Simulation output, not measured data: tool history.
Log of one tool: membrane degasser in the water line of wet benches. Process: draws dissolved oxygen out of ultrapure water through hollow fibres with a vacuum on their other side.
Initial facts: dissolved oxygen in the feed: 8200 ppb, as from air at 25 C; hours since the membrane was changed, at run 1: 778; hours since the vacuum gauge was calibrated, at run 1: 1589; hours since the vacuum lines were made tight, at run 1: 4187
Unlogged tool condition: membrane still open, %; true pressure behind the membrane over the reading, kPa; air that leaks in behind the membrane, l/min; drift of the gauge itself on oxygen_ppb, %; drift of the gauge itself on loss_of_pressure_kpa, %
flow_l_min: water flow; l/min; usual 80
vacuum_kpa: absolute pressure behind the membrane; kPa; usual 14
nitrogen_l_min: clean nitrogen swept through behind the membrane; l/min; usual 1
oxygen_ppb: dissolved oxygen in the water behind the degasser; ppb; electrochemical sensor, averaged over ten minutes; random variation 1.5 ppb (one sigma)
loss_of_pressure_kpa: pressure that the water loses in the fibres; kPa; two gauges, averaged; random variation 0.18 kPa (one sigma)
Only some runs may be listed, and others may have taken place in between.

| run | day | flow_l_min | vacuum_kpa | nitrogen_l_min | hours since the membrane was changed | hours since the vacuum gauge was calibrated | hours since the vacuum lines were made tight | oxygen_ppb | loss_of_pressure_kpa |
|---|---|---|---|---|---|---|---|---|---|
| 1 | 0 | 80 | 14 | 1 | 778 | 1589 | 4187 | 1291.2 | 35.85 |
| 2 | 1.842 | 80 | 14 | 1 | 822 | 1633 | 4232 | 1289.3 | 35.83 |
| 3 | 3.775 | 80 | 14 | 1.81 | 869 | 1680 | 4278 | 866.2 | 35.66 |
| 4 | 5.896 | 54 | 14 | 1 | 920 | 1731 | 4329 | 991.6 | 23.76 |
| 5 | 6.938 | 80 | 14 | 1 | 945 | 1756 | 4354 | 1291.8 | 35.44 |
| 6 | 7.858 | 66 | 14 | 1 | 967 | 1778 | 4376 | 1137.9 | 29.42 |
| 7 | 8.871 | 80 | 21 | 1 | 991 | 1802 | 4400 | 1972.4 | 35.58 |
| 8 | 9.875 | 80 | 14 | 1 | 1015 | 1826 | 4424 | 1289.7 | 35.57 |
| 9 | 10.846 | 80 | 14 | 1 | 1039 | 1850 | 4448 | 1289.8 | 35.26 |
| 10 | 12.679 | 101 | 14 | 1 | 1083 | 1894 | 4492 | 1492.6 | 44.71 |
| 11 | 13.983 | 101 | 14 | 1 | 1114 | 1925 | 4523 | 1496 | 44.7 |
| 12 | 14.921 | 80 | 19.9 | 1 | 1136 | 1947 | 4546 | 1867.5 | 35.55 |
| 13 | 16.992 | 91 | 14 | 1 | 1186 | 1997 | 4595 | 1398.6 | 40.35 |
| 14 | 18.538 | 91 | 14 | 1 | 1223 | 2034 | 4632 | 1398.5 | 40.27 |
| 15 | 19.617 | 91 | 14 | 1 | 1249 | 2060 | 4658 | 1396.9 | 40.29 |
| 16 | 21.358 | 91 | 14 | 1 | 1291 | 2102 | 4700 | 1399.9 | 39.73 |
| 17 | 22.412 | 91 | 14 | 1 | 1316 | 2127 | 4725 | 1397.7 | 39.87 |
| 18 | 24.408 | 91 | 14 | 1 | 1364 | 2175 | 4773 | 1402.3 | 40.1 |
| 19 | 26.438 | 70 | 16.3 | 2.72 | 1413 | 2224 | 4822 | 680.3 | 30.55 |
| 20 | 28.308 | 80 | 14 | 1.59 | 1458 | 2269 | 4867 | 950 | 34.85 |
|  | 29.817 | gauge calibrated |
| 21 | 30.154 | 70 | 20.3 | 0.8 | 1502 | 2313 | 4911 | 2004.8 | 31.42 |
| 22 | 32.342 | 98 | 14 | 0.6 | 1554 | 2365 | 4964 | 1910.1 | 44.09 |
| 23 | 33.754 | 98 | 14 | 0.6 | 1588 | 2399 | 4998 | 1907.3 | 44.08 |
| 24 | 35.167 | 98 | 14 | 0.6 | 1622 | 2433 | 5032 | 1915 | 43.48 |
| 25 | 36.558 | 61 | 14 | 1.03 | 1656 | 2467 | 5065 | 1057.3 | 27.22 |
| 26 | 38.583 | 116 | 30.4 | 1 | 1704 | 2515 | 5113 | 3313.3 | 52 |
| 27 | 40.629 | 116 | 30.4 | 1 | 1753 | 2564 | 5163 | 3305 | 51.44 |
| 28 | 42.238 | 116 | 30.4 | 1 | 1792 | 2603 | 5201 | 3310.2 | 51.21 |
| 29 | 43.2 | 57 | 10.2 | 1 | 1815 | 2626 | 5224 | 690.1 | 25.02 |
| 30 | 44.688 | 57 | 10.2 | 0.85 | 1851 | 2662 | 5260 | 774.4 | 24.94 |
| 31 | 46.496 | 80 | 19.4 | 1 | 1894 | 2705 | 5303 | 1819.9 | 35.22 |
| 32 | 48.542 | 80 | 23.8 | 2.36 | 1943 | 2754 | 5352 | 1262 | 35.05 |

Each row is a separate what-if for the run after 32, all from the same tool condition, not one after another. Results?
| A | 50.233 | 49 | 14 | 1.6 | 1984 | 2795 | 5393 | ? | ? |
| B | 50.233 | 91 | 10.5 | 0.59 | 1984 | 2795 | 5393 | ? | ? |
| C | 50.233 | 49 | 17.9 | 1.95 | 1984 | 2795 | 5393 | ? | ? |
| D | 50.233 | 55 | 23.8 | 2.36 | 1984 | 2795 | 5393 | ? | ? |

| run | oxygen_ppb | loss_of_pressure_kpa |
|---|---|---|
| A | 651.6 | 21.67 |
| B | 1317.4 | 39.88 |
| C | 737.2 | 21.49 |
| D | 945.4 | 24.32 |
Had the tool no hidden state, the same runs would have come out as:
| run | oxygen_ppb | loss_of_pressure_kpa |
|---|---|---|
| A | 651.5 | 22.06 |
| B | 1317.3 | 40.61 |
| C | 737.1 | 21.89 |
| D | 945.4 | 24.77 |
